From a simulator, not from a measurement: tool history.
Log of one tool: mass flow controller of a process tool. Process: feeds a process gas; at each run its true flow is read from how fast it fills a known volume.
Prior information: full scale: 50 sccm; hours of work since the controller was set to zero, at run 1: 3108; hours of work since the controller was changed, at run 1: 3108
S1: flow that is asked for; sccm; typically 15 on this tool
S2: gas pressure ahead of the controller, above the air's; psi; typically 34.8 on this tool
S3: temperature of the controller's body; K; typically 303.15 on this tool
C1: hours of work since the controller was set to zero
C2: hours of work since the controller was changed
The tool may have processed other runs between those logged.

Run 1, day 0.000: usual settings; C1 3108; C2 3108. Result: true flow (%) 98.69.
Run 2, day 9.825: usual settings; C1 3231; C2 3231. Result: true flow (%) 98.85.
Run 3, day 17.375: usual settings; C1 3326; C2 3326. Result: true flow (%) 98.80.
Run 4, day 26.179: usual settings; C1 3437; C2 3437. Result: true flow (%) 98.89.
Run 5, day 34.525: usual settings but S2 23.9 psi; C1 3542; C2 3542. Result: true flow (%) 98.65.
Run 6, day 41.862: usual settings but S2 23.9 psi; C1 3634; C2 3634. Result: true flow (%) 98.64.
Run 7, day 49.662: usual settings but S2 23.9 psi; C1 3732; C2 3732. Result: true flow (%) 98.66.
Run 8, day 59.383: usual settings but S2 23.9 psi; C1 3854; C2 3854. Result: true flow (%) 98.84.
Run 9, day 67.912: usual settings but S1 32 sccm, S2 23.9 psi; C1 3961; C2 3961. Result: true flow (%) 99.52.
Run 10, day 77.733: usual settings but S2 23.1 psi; C1 4085; C2 4085. Result: true flow (%) 98.96.
Run 11, day 84.292: usual settings but S2 23.1 psi; C1 4167; C2 4167. Result: true flow (%) 99.06.
Run 12, day 93.850: usual settings; C1 4287; C2 4287. Result: true flow (%) 99.53.
Run 13, day 103.350: usual settings; C1 4407; C2 4407. Result: true flow (%) 99.55.
Run 14, day 108.500: usual settings; C1 4471; C2 4471. Result: true flow (%) 99.61.
Run 15, day 114.433: usual settings; C1 4546; C2 4546. Result: true flow (%) 99.62.
Run 16, day 118.662: usual settings; C1 4599; C2 4599. Result: true flow (%) 99.65.
Run 17, day 123.325: usual settings; C1 4658; C2 4658. Result: true flow (%) 99.76.
Run 18, day 129.733: usual settings but S3 300.15 K; C1 4738; C2 4738. Result: true flow (%) 99.90.
Run 19, day 134.383: usual settings but S3 311.15 K; C1 4797; C2 4797. Result: true flow (%) 99.46.
Run 20, day 140.288: usual settings; C1 4871; C2 4871. Result: true flow (%) 99.85.
At day 141.779: gauge calibrated.
Run 21, day 145.371: usual settings; C1 4935; C2 4935. Result: true flow (%) 98.70.
Run 22, day 152.642: usual settings; C1 5026; C2 5026. Result: true flow (%) 98.75.
Run 23, day 158.308: usual settings but S1 6 sccm, S3 309.15 K; C1 5097; C2 5097. Result: true flow (%) 98.33.
Run 24, day 165.825: usual settings but S1 6 sccm, S3 309.15 K; C1 5192; C2 5192. Result: true flow (%) 98.40.
At day 169.871: controller's zero set anew.
Run 25, day 171.650: usual settings but S1 6 sccm, S2 24.5 psi, S3 309.15 K; C1 22; C2 5264. Result: true flow (%) 97.92.
Run 26, day 181.346: usual settings but S2 24.5 psi, S3 299.15 K; C1 144; C2 5386. Result: true flow (%) 98.80.
Run 27, day 186.842: usual settings but S1 6 sccm, S2 27.8 psi, S3 299.15 K; C1 213; C2 5455. Result: true flow (%) 98.57.
Run 28, day 191.554: usual settings but S1 6 sccm, S2 27.8 psi, S3 299.15 K; C1 272; C2 5515. Result: true flow (%) 98.67.
Run 29, day 195.908: usual settings but S1 17 sccm, S2 35.4 psi; C1 327; C2 5569. Result: true flow (%) 99.11.
Run 30, day 200.996: usual settings but S1 17 sccm, S2 35.4 psi; C1 391; C2 5633. Result: true flow (%) 99.29.
Run 31, day 205.962: usual settings but S1 6 sccm, S2 31.5 psi, S3 307.15 K; C1 454; C2 5696. Result: true flow (%) 98.56.
Run 32, day 212.979: usual settings but S2 23.1 psi, S3 299.15 K; C1 542; C2 5784. Result: true flow (%) 99.06.
Run 33, day 220.408: usual settings but S3 304.15 K; C1 635; C2 5877. Result: true flow (%) 99.23.
Run 34, day 225.004: usual settings but S3 304.15 K; C1 693; C2 5935. Result: true flow (%) 99.39.
Run 35, day 230.079: usual settings but S2 38.4 psi, S3 297.15 K; C1 757; C2 5999. Result: true flow (%) 99.81.
Run 36, day 236.146: usual settings but S2 38.4 psi, S3 297.15 K; C1 833; C2 6075. Result: true flow (%) 99.85.
Run 37, day 242.508: usual settings but S2 38.4 psi, S3 297.15 K; C1 913; C2 6155. Result: true flow (%) 99.77.
Run 38, day 251.992: usual settings but S1 18 sccm, S3 311.15 K; C1 1032; C2 6274. Result: true flow (%) 99.27.
Run 39, day 256.254: usual settings but S1 10 sccm, S2 25.1 psi; C1 1085; C2 6328. Result: true flow (%) 99.17.
Run 40, day 263.688: usual settings but S1 8 sccm, S2 33.2 psi; C1 1179; C2 6421. Result: true flow (%) 99.30.
Run 41, day 270.954: usual settings but S1 8 sccm, S2 33.2 psi; C1 1270; C2 6512. Result: true flow (%) 99.38.
Run 42, day 280.908: usual settings but S1 8 sccm, S2 33.2 psi; C1 1395; C2 6637. Result: true flow (%) 99.59.
Run 43, day 287.212: usual settings but S3 296.15 K; C1 1474; C2 6716. Result: true flow (%) 100.28.
Run 44, day 297.021: usual settings but S3 299.15 K; C1 1598; C2 6840. Result: true flow (%) 100.24.

Branching from run 44: 5 alternative next runs. What would each branch give?
Run A, day 301.508: usual settings but S1 8 sccm, S3 298.15 K; C1 1654; C2 6896. Result: true flow (%) ?.
Run B, day 301.508: usual settings but S1 45 sccm, S2 33.8 psi, S3 296.15 K; C1 1654; C2 6896. Result: true flow (%) ?.
Run C, day 301.508: usual settings but S2 33.4 psi, S3 300.15 K; C1 1654; C2 6896. Result: true flow (%) ?.
Run D, day 301.508: usual settings but S1 7 sccm, S2 27.7 psi, S3 297.15 K; C1 1654; C2 6896. Result: true flow (%) ?.
Run E, day 301.508: usual settings but S1 6 sccm, S2 27.6 psi, S3 304.15 K; C1 1654; C2 6896. Result: true flow (%) ?.

run  true flow (%)
  A          99.93
  B         101.38
  C         100.07
  D          99.68
  E          99.44
Had the tool no hidden state, the same runs would have come out as:
run  true flow (%)
  A          98.60
  B         100.04
  C          98.75
  D          98.35
  E          98.10
